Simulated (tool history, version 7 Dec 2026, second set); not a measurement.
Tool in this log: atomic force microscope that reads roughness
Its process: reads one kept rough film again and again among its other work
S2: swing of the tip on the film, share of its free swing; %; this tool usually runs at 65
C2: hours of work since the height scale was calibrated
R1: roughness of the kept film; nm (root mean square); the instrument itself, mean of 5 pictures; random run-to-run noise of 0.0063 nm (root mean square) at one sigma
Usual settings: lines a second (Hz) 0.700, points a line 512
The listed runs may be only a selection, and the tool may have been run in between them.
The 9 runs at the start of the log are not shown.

run 10 day=12.738 | lines_a_second_(Hz)=0.700 S2=65 points_a_line=645 | pictures_with_this_tip=109 C2=600 | R1=2.640
run 11 day=13.562 | lines_a_second_(Hz)=0.700 S2=65 points_a_line=645 | pictures_with_this_tip=127 C2=608 | R1=2.633
run 12 day=14.738 | lines_a_second_(Hz)=0.700 S2=65 points_a_line=845 | pictures_with_this_tip=151 C2=620 | R1=2.614
-- day=15.892 new tip fitted
run 13 day=15.988 | lines_a_second_(Hz)=0.700 S2=65 points_a_line=845 | pictures_with_this_tip=2 C2=632 | R1=2.691
run 14 day=17.142 | lines_a_second_(Hz)=0.700 S2=65 points_a_line=845 | pictures_with_this_tip=26 C2=643 | R1=2.696
run 15 day=18.842 | lines_a_second_(Hz)=0.700 S2=65 points_a_line=659 | pictures_with_this_tip=61 C2=660 | R1=2.674
run 16 day=19.558 | lines_a_second_(Hz)=0.700 S2=65 points_a_line=659 | pictures_with_this_tip=76 C2=667 | R1=2.654
run 17 day=21.200 | lines_a_second_(Hz)=0.821 S2=86 points_a_line=512 | pictures_with_this_tip=110 C2=682 | R1=2.465
run 18 day=22.717 | lines_a_second_(Hz)=1.027 S2=86 points_a_line=307 | pictures_with_this_tip=142 C2=697 | R1=2.389
-- day=24.225 new tip fitted
run 19 day=24.225 | lines_a_second_(Hz)=1.027 S2=86 points_a_line=307 | pictures_with_this_tip=0 C2=712 | R1=2.463
run 20 day=25.229 | lines_a_second_(Hz)=1.027 S2=86 points_a_line=307 | pictures_with_this_tip=20 C2=721 | R1=2.462
run 21 day=26.746 | lines_a_second_(Hz)=0.861 S2=73 points_a_line=652 | pictures_with_this_tip=52 C2=736 | R1=2.603
run 22 day=27.500 | lines_a_second_(Hz)=0.700 S2=67 points_a_line=512 | pictures_with_this_tip=68 C2=743 | R1=2.644
run 23 day=28.567 | lines_a_second_(Hz)=0.700 S2=67 points_a_line=512 | pictures_with_this_tip=90 C2=754 | R1=2.634
run 24 day=29.258 | lines_a_second_(Hz)=0.700 S2=65 points_a_line=550 | pictures_with_this_tip=104 C2=761 | R1=2.638
run 25 day=30.383 | lines_a_second_(Hz)=0.700 S2=65 points_a_line=550 | pictures_with_this_tip=128 C2=772 | R1=2.616
run 26 day=31.675 | lines_a_second_(Hz)=0.700 S2=65 points_a_line=550 | pictures_with_this_tip=155 C2=784 | R1=2.602
-- day=32.646 new tip fitted
run 27 day=32.904 | lines_a_second_(Hz)=0.700 S2=56 points_a_line=352 | pictures_with_this_tip=6 C2=796 | R1=2.712
run 28 day=34.067 | lines_a_second_(Hz)=0.700 S2=65 points_a_line=716 | pictures_with_this_tip=30 C2=807 | R1=2.666
run 29 day=35.208 | lines_a_second_(Hz)=0.833 S2=65 points_a_line=512 | pictures_with_this_tip=54 C2=818 | R1=2.654
run 30 day=36.596 | lines_a_second_(Hz)=0.846 S2=65 points_a_line=386 | pictures_with_this_tip=82 C2=832 | R1=2.627
run 31 day=38.054 | lines_a_second_(Hz)=0.846 S2=65 points_a_line=386 | pictures_with_this_tip=113 C2=846 | R1=2.608
run 32 day=39.588 | lines_a_second_(Hz)=0.577 S2=65 points_a_line=508 | pictures_with_this_tip=145 C2=861 | R1=2.632

Here are 5 independent what-if runs from the current tool condition. What would each one return?
-- day=40.996 new tip fitted
run A day=41.029 | lines_a_second_(Hz)=1.586 S2=65 points_a_line=997 | pictures_with_this_tip=0 C2=875 | R1=?
-- day=40.996 new tip fitted
run B day=41.029 | lines_a_second_(Hz)=3.379 S2=60 points_a_line=900 | pictures_with_this_tip=0 C2=875 | R1=?
-- day=40.996 new tip fitted
run C day=41.029 | lines_a_second_(Hz)=0.700 S2=56 points_a_line=512 | pictures_with_this_tip=0 C2=875 | R1=?
-- day=40.996 new tip fitted
run D day=41.029 | lines_a_second_(Hz)=1.664 S2=71 points_a_line=867 | pictures_with_this_tip=0 C2=875 | R1=?
-- day=40.996 new tip fitted
run E day=41.029 | lines_a_second_(Hz)=1.578 S2=83 points_a_line=584 | pictures_with_this_tip=0 C2=875 | R1=?

run=A R1=2.607
run=B R1=2.527
run=C R1=2.724
run=D R1=2.527
run=E R1=2.371
Had the tool no hidden state, the same runs would have come out as:
run=A R1=2.627
run=B R1=2.546
run=C R1=2.744
run=D R1=2.546
run=E R1=2.389
